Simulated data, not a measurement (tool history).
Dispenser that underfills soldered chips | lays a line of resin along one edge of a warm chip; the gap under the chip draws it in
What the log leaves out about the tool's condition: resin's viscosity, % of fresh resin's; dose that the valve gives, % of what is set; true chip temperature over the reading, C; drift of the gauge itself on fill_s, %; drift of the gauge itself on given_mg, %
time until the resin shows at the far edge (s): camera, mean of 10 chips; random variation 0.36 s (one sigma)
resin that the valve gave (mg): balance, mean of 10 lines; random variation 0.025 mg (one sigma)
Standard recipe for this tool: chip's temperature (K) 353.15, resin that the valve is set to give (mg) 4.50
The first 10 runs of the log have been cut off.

| run | hour | chip's temperature (K) | resin that the valve is set to give (mg) | hours of work since the syringe was changed | hours of work since the valve was cleaned | hours of work since the stage was calibrated | time until the resin shows at the far edge (s) | resin that the valve gave (mg) |
|---|---|---|---|---|---|---|---|---|
|  | 53.0 | new syringe of resin |
| 11 | 56.4 | 353.15 | 4.50 | 3 | 73 | 94 | 23.9 | 4.26 |
|  | 58.6 | dispensing valve cleaned and set on the balance |
|  | 64.8 | new syringe of resin |
| 12 | 66.5 | 353.15 | 4.50 | 1 | 6 | 100 | 21.3 | 4.48 |
| 13 | 73.1 | 353.15 | 4.50 | 6 | 11 | 105 | 32.7 | 4.47 |
|  | 75.6 | new syringe of resin |
| 14 | 79.6 | 353.15 | 4.50 | 3 | 15 | 110 | 25.6 | 4.44 |
|  | 86.8 | new syringe of resin |
| 15 | 88.4 | 353.15 | 4.50 | 1 | 22 | 116 | 22.3 | 4.43 |
| 16 | 96.9 | 353.15 | 4.50 | 8 | 28 | 123 | 37.0 | 4.40 |
|  | 97.9 | new syringe of resin |
| 17 | 103.9 | 341.15 | 4.89 | 5 | 33 | 128 | 43.6 | 4.77 |
|  | 108.9 | new syringe of resin |
| 18 | 112.4 | 348.15 | 5.43 | 3 | 39 | 134 | 28.8 | 5.31 |
| 19 | 119.3 | 348.15 | 5.43 | 8 | 45 | 139 | 43.3 | 5.29 |
|  | 120.1 | new syringe of resin |
| 20 | 124.5 | 346.15 | 5.26 | 3 | 48 | 143 | 33.0 | 5.06 |
| 21 | 129.4 | 353.15 | 4.46 | 7 | 52 | 146 | 32.8 | 4.31 |
|  | 130.9 | new syringe of resin |
| 22 | 137.1 | 353.15 | 5.60 | 5 | 58 | 152 | 27.5 | 5.38 |
|  | 141.8 | new syringe of resin |
| 23 | 145.5 | 353.15 | 5.60 | 3 | 64 | 158 | 24.7 | 5.39 |
|  | 153.1 | new syringe of resin |
| 24 | 153.5 | 353.15 | 4.06 | 0 | 70 | 164 | 20.0 | 3.84 |
|  | 159.2 | dispensing valve cleaned and set on the balance |
| 25 | 163.5 | 365.15 | 4.32 | 7 | 3 | 171 | 21.4 | 4.36 |
|  | 164.9 | new syringe of resin |
| 26 | 172.2 | 357.15 | 4.23 | 5 | 10 | 177 | 25.4 | 4.25 |
|  | 176.2 | new syringe of resin |
| 27 | 181.4 | 355.15 | 4.05 | 4 | 16 | 184 | 25.1 | 4.00 |
|  | 187.6 | new syringe of resin |
| 28 | 189.3 | 339.15 | 4.05 | 1 | 22 | 189 | 40.2 | 3.95 |
| 29 | 195.6 | 358.15 | 5.26 | 6 | 27 | 194 | 26.0 | 5.15 |
|  | 198.7 | new syringe of resin |
| 30 | 199.9 | 355.15 | 5.22 | 1 | 30 | 197 | 18.8 | 5.14 |
| 31 | 205.9 | 355.15 | 5.22 | 5 | 34 | 202 | 27.5 | 5.12 |
|  | 209.8 | new syringe of resin |
| 32 | 210.8 | 348.15 | 5.57 | 1 | 38 | 205 | 24.6 | 5.47 |

Here are 3 independent what-if runs from the current tool condition. What would each one return?
| A | 217.0 | 365.15 | 4.50 | 5 | 42 | 210 | ? | ? |
| B | 217.0 | 346.15 | 4.37 | 5 | 42 | 210 | ? | ? |
| C | 217.0 | 340.15 | 4.23 | 5 | 42 | 210 | ? | ? |

| run | time until the resin shows at the far edge (s) | resin that the valve gave (mg) |
|---|---|---|
| A | 19.1 | 4.36 |
| B | 39.6 | 4.27 |
| C | 51.2 | 4.14 |
The same runs, with their run-to-run variation unchanged, on a tool lacking any hidden condition would have given:
| run | time until the resin shows at the far edge (s) | resin that the valve gave (mg) |
|---|---|---|
| A | 13.1 | 4.48 |
| B | 27.0 | 4.39 |
| C | 35.0 | 4.25 |
